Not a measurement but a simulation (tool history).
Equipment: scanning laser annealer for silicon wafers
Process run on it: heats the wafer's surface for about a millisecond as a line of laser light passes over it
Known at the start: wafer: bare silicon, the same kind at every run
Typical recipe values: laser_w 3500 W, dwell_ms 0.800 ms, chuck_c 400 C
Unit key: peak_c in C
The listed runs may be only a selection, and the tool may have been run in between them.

| run | day | laser_w | dwell_ms | chuck_c | peak_c |
|---|---|---|---|---|---|
| 1 | 0.000 | 3500 | 0.800 | 400 | 1091 |
| 2 | 1.329 | 3500 | 0.800 | 400 | 1089 |
| 3 | 2.254 | 3500 | 0.800 | 400 | 1091 |
| 4 | 2.942 | 3500 | 0.800 | 400 | 1087 |
| 5 | 3.533 | 3500 | 0.800 | 400 | 1090 |
| 6 | 4.300 | 3500 | 0.800 | 433 | 1123 |
| 7 | 5.538 | 3500 | 0.800 | 433 | 1123 |
| 8 | 6.800 | 3110 | 0.800 | 379 | 991 |
| 9 | 7.962 | 3302 | 0.800 | 380 | 1030 |
| 10 | 8.958 | 3294 | 0.575 | 383 | 946 |
| 11 | 9.879 | 3734 | 0.824 | 413 | 1157 |
| 12 | 10.471 | 3734 | 0.824 | 413 | 1152 |
| 13 | 11.233 | 3027 | 0.930 | 400 | 1039 |

Predict each of these 4 candidate next runs independently; none follows another, all start after run 13:
| A | 12.000 | 3519 | 0.930 | 400 | ? |
| B | 12.000 | 3500 | 0.612 | 400 | ? |
| C | 12.000 | 3027 | 0.930 | 374 | ? |
| D | 12.000 | 3585 | 0.800 | 364 | ? |

| run | peak_c |
|---|---|
| A | 1140 |
| B | 1007 |
| C | 1011 |
| D | 1068 |
Had the tool no hidden state, the same runs would have come out as:
| run | peak_c |
|---|---|
| A | 1162 |
| B | 1025 |
| C | 1030 |
| D | 1089 |
